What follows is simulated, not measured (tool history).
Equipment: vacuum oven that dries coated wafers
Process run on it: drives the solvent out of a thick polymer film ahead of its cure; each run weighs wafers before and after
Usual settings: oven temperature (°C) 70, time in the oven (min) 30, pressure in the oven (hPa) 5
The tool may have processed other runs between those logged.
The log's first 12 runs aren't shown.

run    hour  oven temperature (°C)  time in the oven (min)  pressure in the oven (hPa)  solvent left in the film (%)
 13   521.6                     70                      17                           5                          5.51
      527.5  -- oven's thermocouples calibrated, once more
 14   550.3                     70                      17                           5                          6.43
 15   594.3                     70                      30                        3.28                          2.64
 16   649.8                     70                      30                        3.28                          2.76
 17   680.8                     65                      53                           5                          1.48
 18   707.7                     77                      23                       17.82                          2.65
 19   736.2                     66                      45                           5                          1.89
 20   782.6                     66                      45                           5                          1.77
 21   825.3                     66                      45                           5                          1.81
 22   852.9                     59                      30                        3.49                          6.18
 23   887.3                     61                      24                          17                          7.55
 24   911.8                     74                      20                        6.81                          3.79
 25   965.5                     70                      43                           6                          1.26
 26   988.5                     70                      43                           6                          1.27
 27  1015.4                     56                      21                        6.37                          9.88
 28    1057                     70                      27                           5                          3.19
 29  1089.7                     70                      27                           5                          3.14
 30  1127.3                     69                      35                        2.73                          2.09

Below are 5 alternative next runs, each starting from the tool's condition after run 30. Predict each:
  A  1163                     63                      17                           5                             ?
  B  1163                     58                      16                       11.92                             ?
  C  1163                     63                      38                       15.61                             ?
  D  1163                     63                      30                       19.12                             ?
  E  1163                     64                      30                       18.67                             ?

run  solvent left in the film (%)
  A                          8.48
  B                         11.12
  C                          3.71
  D                           5.2
  E                          4.93
With no hidden state in the tool, these same runs would have given:
run  solvent left in the film (%)
  A                          8.79
  B                          11.4
  C                          3.92
  D                          5.47
  E                           5.2
